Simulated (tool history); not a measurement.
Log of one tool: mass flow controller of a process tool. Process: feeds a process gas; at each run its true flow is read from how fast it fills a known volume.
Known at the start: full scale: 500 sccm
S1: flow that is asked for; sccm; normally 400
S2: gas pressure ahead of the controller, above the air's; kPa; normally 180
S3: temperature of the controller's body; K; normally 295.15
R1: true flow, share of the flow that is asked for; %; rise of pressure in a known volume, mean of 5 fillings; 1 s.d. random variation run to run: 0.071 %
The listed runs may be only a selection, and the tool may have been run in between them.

run,day,S1,S2,S3,R1
1,0.000,400,180,295.15,103.15
2,17.604,400,180,295.15,103.37
3,38.050,400,180,295.15,103.70
4,53.362,400,180,295.15,103.66
5,62.233,400,180,295.15,103.77
# day 73.000: controller exchanged for a calibrated one
6,77.733,400,180,295.15,99.68
7,92.312,400,180,295.15,99.89
8,101.829,400,180,295.15,99.86
9,111.346,400,147,295.15,99.86
10,129.633,400,180,301.15,99.78
11,141.588,400,180,301.15,99.94
12,157.862,400,180,295.15,100.57
13,166.600,400,180,295.15,100.58
14,175.612,400,180,295.15,100.59
15,187.588,400,180,295.15,100.79
16,197.800,400,180,311.15,99.82
17,210.212,400,180,296.15,100.93
18,222.417,400,180,296.15,101.17
19,238.462,400,180,295.15,101.26
20,255.892,400,180,295.15,101.56
21,267.367,400,180,295.15,101.79
22,283.383,400,180,301.15,101.56
23,295.167,400,180,301.15,101.63
24,313.500,400,180,301.15,101.84
25,330.996,167,185,295.15,102.73
26,346.329,400,183,295.15,102.60
27,358.433,400,183,295.15,102.60
# day 362.817: controller's zero set anew
28,368.467,75,156,303.15,98.81
29,387.558,378,219,301.15,101.22
30,405.792,94,217,305.15,100.06
31,419.288,94,217,305.15,100.50
32,438.300,94,217,305.15,101.04
33,450.108,275,215,309.15,100.99
34,467.321,65,184,294.15,103.12
35,478.225,55,267,308.15,103.76
36,488.792,134,180,295.15,102.32
37,507.846,118,236,295.15,103.17
38,523.358,118,236,295.15,103.56
39,544.071,74,231,304.15,104.87
40,559.521,118,262,297.15,104.17
41,577.212,118,262,297.15,104.79
42,594.250,118,262,297.15,105.14
# day 611.188: controller exchanged for a calibrated one
43,613.879,118,262,297.15,98.11
44,631.592,246,226,295.15,99.10
45,652.408,439,159,295.15,100.12
46,672.542,119,242,313.15,98.31
47,687.808,119,242,313.15,98.60

Each row is a separate what-if for the run after 47, all from the same tool condition, not one after another. Results?
A,704.771,101,180,295.15,?
B,704.771,252,181,295.15,?
C,704.771,202,219,295.15,?
D,704.771,119,235,294.15,?
E,704.771,254,200,313.15,?

run,R1
A,100.12
B,99.89
C,99.98
D,100.29
E,98.86
The same runs, with their run-to-run variation unchanged, on a tool lacking any hidden condition would have given:
run,R1
A,97.70
B,98.58
C,98.49
D,98.15
E,97.55

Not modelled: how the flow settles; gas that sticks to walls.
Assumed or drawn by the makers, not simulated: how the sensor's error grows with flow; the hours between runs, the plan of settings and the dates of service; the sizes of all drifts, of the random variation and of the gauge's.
